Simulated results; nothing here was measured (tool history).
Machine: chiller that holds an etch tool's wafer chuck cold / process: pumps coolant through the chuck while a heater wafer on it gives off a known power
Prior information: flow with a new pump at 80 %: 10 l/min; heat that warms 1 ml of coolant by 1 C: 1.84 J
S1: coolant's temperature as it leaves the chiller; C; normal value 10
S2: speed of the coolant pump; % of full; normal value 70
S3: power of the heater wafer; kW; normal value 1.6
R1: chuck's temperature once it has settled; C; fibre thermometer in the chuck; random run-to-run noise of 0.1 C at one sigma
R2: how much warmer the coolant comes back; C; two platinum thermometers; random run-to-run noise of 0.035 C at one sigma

{"run": 1, "hour": 0.0, "S1": 10, "S2": 70, "S3": 1.6, "R1": 31.3, "R2": 6.5}
{"run": 2, "hour": 228.3, "S1": 10, "S2": 70, "S3": 1.6, "R1": 31.4, "R2": 6.57}
{"run": 3, "hour": 423.2, "S1": 7, "S2": 70, "S3": 1.6, "R1": 28.7, "R2": 6.47}
{"run": 4, "hour": 638.8, "S1": 7, "S2": 70, "S3": 1.6, "R1": 28.8, "R2": 6.6}
{"run": 5, "hour": 827.4, "S1": 7, "S2": 70, "S3": 1.6, "R1": 29, "R2": 6.59}
{"run": 6, "hour": 1046.9, "S1": 7, "S2": 70, "S3": 1.6, "R1": 29, "R2": 6.58}
{"run": 7, "hour": 1151.3, "S1": 10, "S2": 70, "S3": 1.6, "R1": 32.3, "R2": 6.66}
{"run": 8, "hour": 1295.0, "S1": 10, "S2": 70, "S3": 1.6, "R1": 32.3, "R2": 6.66}
{"run": 9, "hour": 1426.8, "S1": 10, "S2": 70, "S3": 0.924, "R1": 23.1, "R2": 3.81}
{"run": 10, "hour": 1617.4, "S1": 10, "S2": 70, "S3": 1.6, "R1": 32.4, "R2": 6.68}
{"run": 11, "hour": 1741.4, "S1": 10, "S2": 70, "S3": 1.639, "R1": 33.1, "R2": 6.9}
{"run": 12, "hour": 1964.2, "S1": 10, "S2": 70, "S3": 1.056, "R1": 25.1, "R2": 4.43}
{"hour": 1993.6, "done": "chiller's thermometer calibrated"}
{"run": 13, "hour": 2099.5, "S1": 10, "S2": 70, "S3": 1.056, "R1": 25.4, "R2": 4.39}
{"run": 14, "hour": 2312.9, "S1": 10, "S2": 70, "S3": 1.6, "R1": 33.3, "R2": 6.73}
{"hour": 2332.5, "done": "coolant pump overhauled"}
{"run": 15, "hour": 2470.2, "S1": 10, "S2": 70, "S3": 1.6, "R1": 33.9, "R2": 6.96}
{"run": 16, "hour": 2696.3, "S1": 10, "S2": 70, "S3": 1.6, "R1": 34.2, "R2": 6.92}
{"run": 17, "hour": 2893.4, "S1": 10, "S2": 83, "S3": 2.061, "R1": 38.4, "R2": 7.72}
{"run": 18, "hour": 3102.3, "S1": 19, "S2": 83, "S3": 1.47, "R1": 39.2, "R2": 5.45}
{"run": 19, "hour": 3230.8, "S1": 19, "S2": 83, "S3": 1.47, "R1": 39.4, "R2": 5.47}
{"run": 20, "hour": 3359.9, "S1": 10, "S2": 75, "S3": 1.198, "R1": 27.6, "R2": 4.95}
{"run": 21, "hour": 3503.1, "S1": 10, "S2": 75, "S3": 1.198, "R1": 27.7, "R2": 5.01}
{"hour": 3574.7, "done": "coolant pump overhauled, once more"}
{"run": 22, "hour": 3709.4, "S1": 8, "S2": 77, "S3": 1.02, "R1": 21.6, "R2": 3.46}
{"run": 23, "hour": 3917.4, "S1": 17, "S2": 87, "S3": 1.1, "R1": 30.8, "R2": 3.32}
{"hour": 4052.2, "done": "chiller's thermometer calibrated"}
{"run": 24, "hour": 4093.0, "S1": 6, "S2": 70, "S3": 1.614, "R1": 29.3, "R2": 6.13}
{"run": 25, "hour": 4297.3, "S1": 11, "S2": 84, "S3": 1.661, "R1": 32.7, "R2": 5.21}
{"run": 26, "hour": 4464.3, "S1": 12, "S2": 66, "S3": 0.883, "R1": 25.3, "R2": 3.58}
{"run": 27, "hour": 4702.3, "S1": 9, "S2": 92, "S3": 1.6, "R1": 29.2, "R2": 4.61}
{"run": 28, "hour": 4907.3, "S1": 5, "S2": 86, "S3": 0.872, "R1": 16.4, "R2": 2.68}
{"run": 29, "hour": 5020.7, "S1": 2, "S2": 70, "S3": 1.025, "R1": 17.3, "R2": 3.99}
{"run": 30, "hour": 5125.8, "S1": 10, "S2": 62, "S3": 1.6, "R1": 35.6, "R2": 6.92}
{"hour": 5313.0, "done": "coolant changed, channels flushed"}
{"run": 31, "hour": 5344.5, "S1": 13, "S2": 62, "S3": 1.6, "R1": 34.2, "R2": 6.97}

Alternative continuations, all from the tool just after run 31; predict every row:
{"run": "A", "hour": 5580.2, "S1": 20, "S2": 88, "S3": 1.39, "R1": "?", "R2": "?"}
{"run": "B", "hour": 5580.2, "S1": 1, "S2": 77, "S3": 1.144, "R1": "?", "R2": "?"}
{"run": "C", "hour": 5580.2, "S1": 10, "S2": 92, "S3": 2.031, "R1": "?", "R2": "?"}

run=A R1=34.9 R2=4.25
run=B R1=14.3 R2=3.93
run=C R1=31.5 R2=5.96
Take away the tool's hidden state, keep each run's random variation, and the runs would have read:
run=A R1=34.7 R2=4.11
run=B R1=14.1 R2=3.81
run=C R1=31.1 R2=5.77
